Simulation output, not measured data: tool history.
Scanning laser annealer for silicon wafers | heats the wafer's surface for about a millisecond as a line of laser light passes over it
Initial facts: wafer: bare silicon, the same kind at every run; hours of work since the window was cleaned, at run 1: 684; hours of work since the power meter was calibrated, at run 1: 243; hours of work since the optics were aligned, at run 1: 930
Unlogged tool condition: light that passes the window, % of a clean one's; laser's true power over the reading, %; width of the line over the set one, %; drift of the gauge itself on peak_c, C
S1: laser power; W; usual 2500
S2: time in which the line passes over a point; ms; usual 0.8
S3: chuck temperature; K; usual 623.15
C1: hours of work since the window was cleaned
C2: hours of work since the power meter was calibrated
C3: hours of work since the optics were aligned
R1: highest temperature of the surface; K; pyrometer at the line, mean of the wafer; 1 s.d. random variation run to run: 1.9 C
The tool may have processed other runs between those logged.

run 1 hour=0 | S1=2500 S2=0.8 S3=623.15 | C1=684 C2=243 C3=930 | R1=1411.15
run 2 hour=53 | S1=2500 S2=0.685 S3=623.15 | C1=720 C2=280 C3=967 | R1=1354.15
-- hour=132.7 window over the wafer cleaned
run 3 hour=134 | S1=2500 S2=0.685 S3=623.15 | C1=1 C2=334 C3=1021 | R1=1382.15
run 4 hour=192.4 | S1=2500 S2=0.775 S3=623.15 | C1=41 C2=375 C3=1062 | R1=1427.15
run 5 hour=226.7 | S1=2500 S2=0.8 S3=623.15 | C1=65 C2=398 C3=1085 | R1=1444.15
run 6 hour=284.3 | S1=2500 S2=0.8 S3=623.15 | C1=105 C2=438 C3=1125 | R1=1435.15
run 7 hour=331.3 | S1=2500 S2=0.8 S3=623.15 | C1=137 C2=471 C3=1158 | R1=1436.15
run 8 hour=364.4 | S1=2500 S2=0.8 S3=623.15 | C1=160 C2=494 C3=1181 | R1=1435.15
run 9 hour=399 | S1=2500 S2=0.684 S3=623.15 | C1=184 C2=518 C3=1205 | R1=1372.15
run 10 hour=435.5 | S1=2500 S2=0.684 S3=623.15 | C1=209 C2=543 C3=1230 | R1=1369.15
-- hour=451.8 optics aligned, line set to its width
run 11 hour=507.2 | S1=2665 S2=0.684 S3=623.15 | C1=256 C2=589 C3=38 | R1=1429.15
run 12 hour=579.5 | S1=2500 S2=0.8 S3=623.15 | C1=306 C2=639 C3=88 | R1=1438.15
run 13 hour=625.4 | S1=2500 S2=0.8 S3=623.15 | C1=337 C2=671 C3=120 | R1=1434.15
run 14 hour=661.2 | S1=2721 S2=0.8 S3=623.15 | C1=362 C2=695 C3=145 | R1=1509.15
run 15 hour=714.2 | S1=2721 S2=0.8 S3=623.15 | C1=399 C2=732 C3=182 | R1=1504.15
run 16 hour=780.2 | S1=2721 S2=0.8 S3=623.15 | C1=444 C2=778 C3=227 | R1=1504.15
run 17 hour=853.6 | S1=2500 S2=0.84 S3=623.15 | C1=495 C2=829 C3=278 | R1=1447.15
run 18 hour=896.7 | S1=2500 S2=0.84 S3=623.15 | C1=525 C2=858 C3=308 | R1=1444.15
run 19 hour=955.1 | S1=2257 S2=0.84 S3=623.15 | C1=565 C2=899 C3=348 | R1=1354.15
run 20 hour=1010.9 | S1=2257 S2=0.84 S3=623.15 | C1=604 C2=937 C3=387 | R1=1358.15
run 21 hour=1072.8 | S1=2257 S2=0.84 S3=623.15 | C1=647 C2=980 C3=430 | R1=1353.15
run 22 hour=1140.4 | S1=2500 S2=0.565 S3=623.15 | C1=694 C2=1027 C3=476 | R1=1286.15
run 23 hour=1180.6 | S1=2427 S2=0.919 S3=608.15 | C1=721 C2=1055 C3=504 | R1=1432.15
run 24 hour=1251 | S1=2381 S2=0.885 S3=652.15 | C1=770 C2=1103 C3=553 | R1=1434.15
-- hour=1256.7 window over the wafer cleaned
run 25 hour=1303.3 | S1=2690 S2=0.747 S3=623.15 | C1=32 C2=1138 C3=588 | R1=1481.15
run 26 hour=1363.3 | S1=2690 S2=0.747 S3=623.15 | C1=74 C2=1180 C3=629 | R1=1476.15
run 27 hour=1437.6 | S1=2370 S2=0.72 S3=623.15 | C1=125 C2=1231 C3=681 | R1=1357.15
run 28 hour=1483.3 | S1=2370 S2=0.72 S3=623.15 | C1=157 C2=1263 C3=712 | R1=1356.15
run 29 hour=1532.6 | S1=2500 S2=0.578 S3=640.15 | C1=191 C2=1297 C3=746 | R1=1331.15
run 30 hour=1585.1 | S1=2309 S2=0.8 S3=638.15 | C1=227 C2=1333 C3=783 | R1=1382.15
run 31 hour=1651.6 | S1=2440 S2=0.686 S3=623.15 | C1=273 C2=1379 C3=829 | R1=1348.15
run 32 hour=1686.1 | S1=2440 S2=0.686 S3=623.15 | C1=297 C2=1403 C3=852 | R1=1348.15
run 33 hour=1756.4 | S1=2309 S2=0.702 S3=623.15 | C1=346 C2=1452 C3=901 | R1=1313.15
run 34 hour=1836.2 | S1=2309 S2=0.702 S3=623.15 | C1=401 C2=1507 C3=956 | R1=1313.15
run 35 hour=1879.8 | S1=2309 S2=0.702 S3=623.15 | C1=431 C2=1537 C3=986 | R1=1310.15
run 36 hour=1952.4 | S1=2278 S2=0.835 S3=607.15 | C1=481 C2=1587 C3=1037 | R1=1342.15
run 37 hour=1995.9 | S1=2143 S2=0.8 S3=623.15 | C1=511 C2=1617 C3=1067 | R1=1298.15
run 38 hour=2050.1 | S1=2131 S2=0.926 S3=596.15 | C1=549 C2=1655 C3=1104 | R1=1316.15
run 39 hour=2085.2 | S1=2131 S2=0.926 S3=596.15 | C1=573 C2=1679 C3=1128 | R1=1316.15
run 40 hour=2129.7 | S1=2474 S2=0.681 S3=649.15 | C1=604 C2=1710 C3=1159 | R1=1367.15
run 41 hour=2167.4 | S1=2521 S2=0.681 S3=598.15 | C1=630 C2=1736 C3=1185 | R1=1326.15

Measured minus without-hidden-state, run by run (identical run-to-run variation in each term; gauge scatter may differ):
run=1 R1=-48
run=2 R1=-46
run=3 R1=-15
run=4 R1=-20
run=5 R1=-21
run=6 R1=-23
run=7 R1=-25
run=8 R1=-28
run=9 R1=-27
run=10 R1=-28
run=11 R1=-21
run=12 R1=-25
run=13 R1=-26
run=14 R1=-31
run=15 R1=-34
run=16 R1=-36
run=17 R1=-38
run=18 R1=-40
run=19 R1=-38
run=20 R1=-40
run=21 R1=-43
run=22 R1=-41
run=23 R1=-53
run=24 R1=-53
run=25 R1=-17
run=26 R1=-20
run=27 R1=-20
run=28 R1=-21
run=29 R1=-23
run=30 R1=-27
run=31 R1=-28
run=32 R1=-29
run=33 R1=-30
run=34 R1=-33
run=35 R1=-35
run=36 R1=-41
run=37 R1=-39
run=38 R1=-44
run=39 R1=-45
run=40 R1=-47
run=41 R1=-49

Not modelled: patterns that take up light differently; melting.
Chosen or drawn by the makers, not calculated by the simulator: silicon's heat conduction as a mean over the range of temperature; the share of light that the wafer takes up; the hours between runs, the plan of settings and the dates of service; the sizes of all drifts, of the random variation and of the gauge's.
